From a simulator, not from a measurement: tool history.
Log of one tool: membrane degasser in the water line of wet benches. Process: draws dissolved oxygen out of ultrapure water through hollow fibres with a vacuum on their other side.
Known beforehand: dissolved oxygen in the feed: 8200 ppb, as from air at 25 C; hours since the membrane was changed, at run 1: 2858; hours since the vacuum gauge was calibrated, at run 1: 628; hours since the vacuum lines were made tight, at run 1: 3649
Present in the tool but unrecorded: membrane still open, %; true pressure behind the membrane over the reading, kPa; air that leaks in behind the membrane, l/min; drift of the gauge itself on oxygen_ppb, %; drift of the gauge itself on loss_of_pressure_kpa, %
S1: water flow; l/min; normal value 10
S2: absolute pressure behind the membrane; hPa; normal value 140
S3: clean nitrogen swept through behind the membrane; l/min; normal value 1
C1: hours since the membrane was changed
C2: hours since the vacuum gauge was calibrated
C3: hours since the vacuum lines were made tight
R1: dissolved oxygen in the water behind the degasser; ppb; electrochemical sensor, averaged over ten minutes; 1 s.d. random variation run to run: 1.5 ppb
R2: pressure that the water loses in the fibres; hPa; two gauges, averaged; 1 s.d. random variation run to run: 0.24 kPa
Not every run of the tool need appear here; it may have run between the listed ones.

run,hour,S1,S2,S3,C1,C2,C3,R1,R2
1,0,10,140,1,2858,628,3649,268.2,626.4
2,93.3,10,140,1,2952,722,3743,263.8,623.1
3,142,10,140,0.48,3000,770,3791,492.1,620.8
4,204.8,10,140,0.48,3063,833,3854,493,624
5,258.5,10,140,0.48,3117,887,3908,497.6,623.3
6,303.2,10,140,0.48,3161,931,3952,493.5,624.9
7,384.5,10,140,1,3243,1013,4034,267.3,625.4
8,463.6,9,140,1,3322,1092,4113,239.2,560.1
9,509.5,10,140,1,3368,1138,4159,268.8,625
10,566.4,10,140,1,3425,1195,4216,269.1,623.5
11,640.4,10,140,1,3499,1269,4290,267.3,619.5
12,692.5,12,140,1,3551,1321,4342,330.9,747.6
13,759.6,10,140,1,3618,1388,4409,271,623.5
14,837.7,10,156,1,3696,1466,4487,303.9,624.1
15,895.6,7,156,1,3754,1524,4545,214,435.8
16,940.1,13,140,1,3798,1568,4589,357.7,811.5
17,1004.8,10,177,2.09,3863,1633,4654,185.8,621.1
18,1057.9,10,170,1.53,3916,1686,4707,231,620.3
19,1144.2,10,170,1.53,4002,1772,4793,230.8,622.9
20,1228.9,7,249,1.96,4087,1857,4878,197.1,438.1
21,1310.2,7,249,1.96,4168,1938,4959,197.5,435.6
22,1359.6,7,124,0.58,4218,1988,5009,264,440.3
23,1440.3,8,124,0.78,4299,2069,5090,229.6,498.4
24,1532.4,10,296,1.74,4391,2161,5182,379.7,625.5
25,1577.4,10,194,1,4436,2206,5227,401.3,628.5
26,1633,16,140,0.51,4491,2261,5282,738.3,993.9
27,1691,9,301,2.84,4549,2319,5340,221.6,564.1
28,1753.1,11,192,0.98,4611,2381,5402,434.5,682.3
29,1802.8,6,271,0.67,4661,2431,5452,508.2,375.7
30,1859.1,10,86,0.67,4717,2487,5508,202.6,623.9
31,1933.7,9,140,0.91,4792,2562,5583,264.7,567.4

A few steps of R1 between consecutive runs. Split each: what settings, incoming material and random variation would produce without the hidden state, and what is left over for the hidden state, along with gauge scatter present in only one of the two compared results (measured, and without hidden state):
Run 25 -> 26: S1 10 -> 16, S2 194 -> 140, S3 1 -> 0.51. R1 +337 ppb: hidden state +0.3, all else +336.7.
Run 26 -> 27: S1 16 -> 9, S2 140 -> 301, S3 0.51 -> 2.84. R1 -516.7 ppb: hidden state -3.8, all else -512.9.
Run 27 -> 28: S1 9 -> 11, S2 301 -> 192, S3 2.84 -> 0.98. R1 +212.9 ppb: hidden state +4, all else +208.9.
Run 28 -> 29: S1 11 -> 6, S2 192 -> 271, S3 0.98 -> 0.67. R1 +73.7 ppb: hidden state +10.8, all else +62.9.
Run 29 -> 30: S1 6 -> 10, S2 271 -> 86. R1 -305.6 ppb: hidden state -15.5, all else -290.1.
